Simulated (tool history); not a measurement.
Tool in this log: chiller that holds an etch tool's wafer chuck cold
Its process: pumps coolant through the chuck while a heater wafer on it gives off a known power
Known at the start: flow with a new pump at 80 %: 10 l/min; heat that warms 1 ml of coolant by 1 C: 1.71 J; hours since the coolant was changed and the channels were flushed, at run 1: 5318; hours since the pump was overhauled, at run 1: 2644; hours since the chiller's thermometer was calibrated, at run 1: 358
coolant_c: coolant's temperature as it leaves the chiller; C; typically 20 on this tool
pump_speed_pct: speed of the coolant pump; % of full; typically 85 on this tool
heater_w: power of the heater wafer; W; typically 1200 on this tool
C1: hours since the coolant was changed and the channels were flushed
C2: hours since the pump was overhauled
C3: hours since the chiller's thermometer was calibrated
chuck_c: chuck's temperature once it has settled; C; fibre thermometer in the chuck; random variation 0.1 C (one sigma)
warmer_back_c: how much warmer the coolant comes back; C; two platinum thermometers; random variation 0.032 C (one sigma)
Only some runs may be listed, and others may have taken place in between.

run 1 hour=0 | coolant_c=20 pump_speed_pct=85 heater_w=1200 | C1=5318 C2=2644 C3=358 | chuck_c=31 warmer_back_c=4.12
run 2 hour=33.1 | coolant_c=20 pump_speed_pct=85 heater_w=663 | C1=5351 C2=2677 C3=391 | chuck_c=25.9 warmer_back_c=2.3
run 3 hour=80.6 | coolant_c=20 pump_speed_pct=85 heater_w=663 | C1=5398 C2=2725 C3=438 | chuck_c=26 warmer_back_c=2.24
run 4 hour=115.3 | coolant_c=20 pump_speed_pct=85 heater_w=663 | C1=5433 C2=2760 C3=473 | chuck_c=26.2 warmer_back_c=2.24
run 5 hour=145.1 | coolant_c=20 pump_speed_pct=85 heater_w=1200 | C1=5463 C2=2789 C3=503 | chuck_c=30.8 warmer_back_c=4.11
run 6 hour=202.9 | coolant_c=20 pump_speed_pct=85 heater_w=1390 | C1=5521 C2=2847 C3=561 | chuck_c=32.8 warmer_back_c=4.72
run 7 hour=232.5 | coolant_c=20 pump_speed_pct=85 heater_w=1390 | C1=5550 C2=2877 C3=590 | chuck_c=32.6 warmer_back_c=4.76
run 8 hour=287.3 | coolant_c=20 pump_speed_pct=60 heater_w=1390 | C1=5605 C2=2932 C3=645 | chuck_c=36.3 warmer_back_c=7
run 9 hour=345.8 | coolant_c=12 pump_speed_pct=60 heater_w=938 | C1=5663 C2=2990 C3=704 | chuck_c=23.1 warmer_back_c=4.76
run 10 hour=387.1 | coolant_c=26 pump_speed_pct=61 heater_w=840 | C1=5705 C2=3031 C3=745 | chuck_c=35.9 warmer_back_c=4.2
run 11 hour=432.7 | coolant_c=17 pump_speed_pct=71 heater_w=679 | C1=5750 C2=3077 C3=790 | chuck_c=24.2 warmer_back_c=2.81
run 12 hour=494 | coolant_c=17 pump_speed_pct=71 heater_w=679 | C1=5812 C2=3138 C3=852 | chuck_c=24.1 warmer_back_c=2.83

What if the next run were any one of these 3? Each begins from the tool's condition after run 12:
run A hour=538.9 | coolant_c=19 pump_speed_pct=71 heater_w=679 | C1=5857 C2=3183 C3=897 | chuck_c=? warmer_back_c=?
run B hour=538.9 | coolant_c=20 pump_speed_pct=80 heater_w=1200 | C1=5857 C2=3183 C3=897 | chuck_c=? warmer_back_c=?
run C hour=538.9 | coolant_c=16 pump_speed_pct=85 heater_w=1447 | C1=5857 C2=3183 C3=897 | chuck_c=? warmer_back_c=?

run=A chuck_c=26.2 warmer_back_c=2.85
run=B chuck_c=31.6 warmer_back_c=4.42
run=C chuck_c=29.4 warmer_back_c=5.01
Stripped of hidden state, with their random variation kept, the same runs would have yielded:
run=A chuck_c=24.8 warmer_back_c=2.72
run=B chuck_c=29.3 warmer_back_c=4.21
run=C chuck_c=26.8 warmer_back_c=4.77
